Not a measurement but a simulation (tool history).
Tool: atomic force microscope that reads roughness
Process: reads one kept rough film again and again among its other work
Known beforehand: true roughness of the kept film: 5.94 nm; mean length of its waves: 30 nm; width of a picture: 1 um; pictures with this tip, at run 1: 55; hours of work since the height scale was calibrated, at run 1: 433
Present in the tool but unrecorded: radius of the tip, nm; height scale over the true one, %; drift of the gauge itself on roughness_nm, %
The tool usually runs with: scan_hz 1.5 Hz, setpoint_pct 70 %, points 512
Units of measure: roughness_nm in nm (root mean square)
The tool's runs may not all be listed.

| run | day | scan_hz | setpoint_pct | points | pictures with this tip | hours of work since the height scale was calibrated | roughness_nm |
|---|---|---|---|---|---|---|---|
| 1 | 0 | 1.5 | 70 | 512 | 55 | 433 | 4.487 |
| 2 | 2.096 | 1.5 | 70 | 512 | 152 | 464 | 3.867 |
| 3 | 3.954 | 1.5 | 70 | 578 | 238 | 491 | 3.493 |
| 4 | 6.2 | 1.5 | 79 | 512 | 342 | 524 | 3.03 |
|  | 6.454 | new tip fitted |
| 5 | 8.004 | 1.5 | 79 | 512 | 72 | 550 | 4.204 |
| 6 | 9.454 | 1.5 | 79 | 907 | 139 | 571 | 3.808 |
| 7 | 11.642 | 1.27 | 70 | 512 | 240 | 603 | 3.476 |
|  | 14.242 | new tip fitted |
| 8 | 14.342 | 1.27 | 70 | 512 | 5 | 642 | 4.838 |
| 9 | 16.083 | 1.27 | 70 | 512 | 86 | 668 | 4.29 |
| 10 | 17.912 | 1.27 | 70 | 512 | 171 | 695 | 3.933 |
| 11 | 19.75 | 1.5 | 70 | 512 | 256 | 721 | 3.516 |
|  | 21.879 | new tip fitted |
| 12 | 22.708 | 1.5 | 70 | 512 | 39 | 764 | 4.594 |
| 13 | 25.325 | 1.5 | 70 | 512 | 160 | 803 | 3.874 |
| 14 | 27.65 | 3.25 | 56 | 512 | 267 | 837 | 3.473 |
| 15 | 29.212 | 0.83 | 86 | 845 | 340 | 860 | 3.186 |
|  | 29.621 | new tip fitted |
| 16 | 31.192 | 3.51 | 86 | 572 | 72 | 888 | 3.826 |
| 17 | 33.525 | 3.51 | 86 | 572 | 181 | 922 | 3.381 |
| 18 | 35.062 | 3.51 | 86 | 572 | 252 | 945 | 3.055 |
|  | 37.246 | new tip fitted |
| 19 | 37.604 | 3.51 | 86 | 572 | 16 | 982 | 4.12 |
| 20 | 38.858 | 0.67 | 87 | 512 | 74 | 1000 | 4.286 |
| 21 | 41.029 | 1.26 | 57 | 629 | 175 | 1032 | 3.849 |
| 22 | 42.467 | 2.83 | 55 | 343 | 242 | 1053 | 3.45 |
| 23 | 43.679 | 1.5 | 70 | 920 | 298 | 1071 | 3.244 |
|  | 44.917 | new tip fitted |
| 24 | 46.092 | 1.5 | 70 | 920 | 55 | 1106 | 4.432 |

Hidden state at the last listed run before each entry between runs and at the first one after, where it differs:
Logged between run 4 and run 5: new tip fitted (day 6.454)
  radius of the tip, nm: 32.5 -> 12.9; height scale over the true one, %: 0.32 -> 0.34
  difference, measured minus the result without the unlogged condition, roughness_nm: -1.69 -> -0.531 nm (root mean square)
Logged between run 7 and run 8: new tip fitted (day 14.242)
  radius of the tip, nm: 25.4 -> 7.5; height scale over the true one, %: 0.37 -> 0.39
  difference, measured minus the result without the unlogged condition, roughness_nm: -1.385 -> -0.033 nm (root mean square)
Logged between run 11 and run 12: new tip fitted (day 21.879)
  radius of the tip, nm: 24.8 -> 9.7; height scale over the true one, %: 0.43 -> 0.45
  difference, measured minus the result without the unlogged condition, roughness_nm: -1.357 -> -0.251 nm (root mean square)
Logged between run 15 and run 16: new tip fitted (day 29.621)
  radius of the tip, nm: 30.6 -> 11.9; height scale over the true one, %: 0.5 -> 0.52
  difference, measured minus the result without the unlogged condition, roughness_nm: -1.627 -> -0.392 nm (root mean square)
Logged between run 18 and run 19: new tip fitted (day 37.246)
  radius of the tip, nm: 24.5 -> 8.4; height scale over the true one, %: 0.55 -> 0.57
  difference, measured minus the result without the unlogged condition, roughness_nm: -1.158 -> -0.104 nm (root mean square)
Logged between run 23 and run 24: new tip fitted (day 44.917)
  radius of the tip, nm: 29.5 -> 11.4; height scale over the true one, %: 0.62 -> 0.63
  difference, measured minus the result without the unlogged condition, roughness_nm: -1.583 -> -0.403 nm (root mean square)
